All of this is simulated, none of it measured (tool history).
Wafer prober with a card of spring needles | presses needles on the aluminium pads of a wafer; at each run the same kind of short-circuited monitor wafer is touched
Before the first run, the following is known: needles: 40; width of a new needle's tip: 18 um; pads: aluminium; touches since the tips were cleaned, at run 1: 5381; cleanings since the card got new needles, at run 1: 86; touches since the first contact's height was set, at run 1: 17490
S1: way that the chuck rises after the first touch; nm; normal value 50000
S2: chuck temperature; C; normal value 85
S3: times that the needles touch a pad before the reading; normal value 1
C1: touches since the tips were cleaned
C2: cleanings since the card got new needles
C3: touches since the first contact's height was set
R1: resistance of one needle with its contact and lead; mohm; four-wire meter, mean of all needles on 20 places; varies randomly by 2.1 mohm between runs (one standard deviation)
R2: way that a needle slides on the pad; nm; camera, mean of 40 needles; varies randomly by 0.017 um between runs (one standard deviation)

run    hour     S1   S2  S3    C1   C2      C3   R1     R2
  1     0.0  50000   85   1  5381   86   17490  419   9520
        3.5  -- tips cleaned on abrasive film
       17.3  -- tips cleaned on abrasive film
       31.1  -- tips cleaned on abrasive film
       44.9  -- tips cleaned on abrasive film
       58.7  -- tips cleaned on abrasive film
  2    59.2  50000   54   1   237   91   47133  263   9380
       73.0  -- tips cleaned on abrasive film
       86.8  -- tips cleaned on abrasive film
  3    92.8  50000   54   1  3030   93   64001  375   9360
      103.2  -- tips cleaned on abrasive film
      120.4  -- tips cleaned on abrasive film
      137.6  -- tips cleaned on abrasive film
      151.4  -- tips cleaned on abrasive film
  4   154.5  50000   85   1  1601   97   95000  348   9240
      168.3  -- tips cleaned on abrasive film
      182.1  -- tips cleaned on abrasive film
  5   190.1  50000   85   1  4034   99  112872  414   9220
      197.1  -- tips cleaned on abrasive film
      210.9  -- tips cleaned on abrasive film
      214.6  -- height of the first contact set anew
      225.0  -- tips cleaned on abrasive film
      240.6  -- tips cleaned on abrasive film
  6   240.6  50000   85   1     0  103   13009  253   9460
      257.7  -- tips cleaned on abrasive film
      274.6  -- tips cleaned on abrasive film
      291.8  -- tips cleaned on abrasive film
      309.0  -- tips cleaned on abrasive film
  7   317.5  50000   85   1  4308  107   51675  417   9380
      324.4  -- tips cleaned on abrasive film
      338.2  -- tips cleaned on abrasive film
      352.0  -- tips cleaned on abrasive film
      365.8  -- tips cleaned on abrasive film
  8   378.6  50000   61   1  6470  111   82362  461   9290
      382.2  -- tips cleaned on abrasive film
      396.0  -- tips cleaned on abrasive film
      409.8  -- tips cleaned on abrasive film
      426.2  -- tips cleaned on abrasive film
  9   426.2  50000   61   1     0  115  106176  268   9220
      440.0  -- tips cleaned on abrasive film
      457.0  -- tips cleaned on abrasive film
      464.2  -- height of the first contact set anew
      471.1  -- tips cleaned on abrasive film
      487.7  -- tips cleaned on abrasive film
 10   487.7  53000   85   1     0  119   11767  265  10050
      501.5  -- tips cleaned on abrasive film
      515.3  -- tips cleaned on abrasive film
      529.1  -- tips cleaned on abrasive film
 11   538.9  50000   85   3  4956  122   37481  313   9410
      545.8  -- tips cleaned on abrasive film
      559.6  -- tips cleaned on abrasive film
      573.4  -- tips cleaned on abrasive film
 12   577.1  50000   85   1  1858  125   56637  368   9350
      587.5  -- tips cleaned on abrasive film
      601.3  -- tips cleaned on abrasive film
      615.1  -- tips cleaned on abrasive film
      632.3  -- tips cleaned on abrasive film
 13   646.0  48000   85   1  6910  129   91222  499   8890
      649.5  -- tips cleaned on abrasive film
      663.3  -- tips cleaned on abrasive film
      680.5  -- tips cleaned on abrasive film
 14   687.1  48000   85   1  3326  132  111846  446   8810
      697.5  -- tips cleaned on abrasive film
      714.1  -- tips cleaned on abrasive film
      714.4  -- height of the first contact set anew
      731.6  -- tips cleaned on abrasive film
      748.7  -- tips cleaned on abrasive film
      763.3  -- tips cleaned on abrasive film
 15   763.3  50000   52   1     0  137   24561  262   9490
      780.3  -- tips cleaned on abrasive film
      794.1  -- tips cleaned on abrasive film
      811.3  -- tips cleaned on abrasive film
 16   818.5  50000   52   1  3638  140   52311  436   9400
      825.4  -- tips cleaned on abrasive film
      839.2  -- tips cleaned on abrasive film
      856.4  -- tips cleaned on abrasive film
      870.2  -- tips cleaned on abrasive film
 17   874.6  50000   52   1  2203  144   80421  382   9300
      884.9  -- tips cleaned on abrasive film
      898.7  -- tips cleaned on abrasive film
      912.5  -- tips cleaned on abrasive film
      929.8  -- tips cleaned on abrasive film
 18   936.6  30000  122   1  3470  148  111566  782   5390
      943.7  -- tips cleaned on abrasive film
      957.5  -- tips cleaned on abrasive film
      964.6  -- height of the first contact set anew
      971.6  -- tips cleaned on abrasive film
      985.3  -- tips cleaned on abrasive film
 19   994.5  30000  122   1  4630  152   15008  822   5670
     1001.1  -- tips cleaned on abrasive film
     1018.3  -- tips cleaned on abrasive film
     1032.1  -- tips cleaned on abrasive film
 20  1040.5  67000   34   1  4230  155   38068  352  12660
     1047.4  -- tips cleaned on abrasive film
     1064.4  -- tips cleaned on abrasive film
     1081.6  -- tips cleaned on abrasive film
 21  1084.5  67000   34   1  1462  158   60174  290  12600
     1098.3  -- tips cleaned on abrasive film
     1112.1  -- tips cleaned on abrasive film
     1129.0  -- tips cleaned on abrasive film
 22  1141.9  67000  102   1  6538  161   89021  372  12540
     1145.5  -- tips cleaned on abrasive film
     1162.7  -- tips cleaned on abrasive film
 23  1173.5  53000   40   2  5447  163  104847  380   9810
     1177.0  -- tips cleaned on abrasive film
     1194.2  -- tips cleaned on abrasive film
     1211.3  -- tips cleaned on abrasive film
     1211.6  -- height of the first contact set anew
 24  1223.6  53000   40   2  6054  166    6054  379  10080
     1227.1  -- tips cleaned on abrasive film
     1244.4  -- tips cleaned on abrasive film
     1261.6  -- tips cleaned on abrasive film
     1278.8  -- tips cleaned on abrasive film
     1293.2  -- tips cleaned on abrasive film
 25  1293.2  33000   63   2     0  171   40965  309   6200
     1307.0  -- tips cleaned on abrasive film
     1320.8  -- tips cleaned on abrasive film
 26  1329.8  39000   44   1  4520  173   59323  656   7280

Same runs, no hidden state in the tool, same run-to-run variation:
What the log doesn't record here: debris on the tips, nm; way that the needles fall short of the set height, um; tips' diameter, um; drift of the gauge itself on contact_mohm, %; drift of the gauge itself on scrub_um, %.
run   R1     R2
  1  234   9560
  2  226   9530
  3  227   9550
  4  238   9530
  5  237   9550
  6  232   9520
  7  233   9530
  8  228   9510
  9  228   9530
 10  231  10100
 11  235   9530
 12  235   9530
 13  237   9160
 14  238   9130
 15  228   9550
 16  226   9530
 17  230   9520
 18  276   5700
 19  279   5720
 20  214  12770
 21  211  12770
 22  227  12780
 23  222  10090
 24  223  10080
 25  253   6300
 26  238   7420
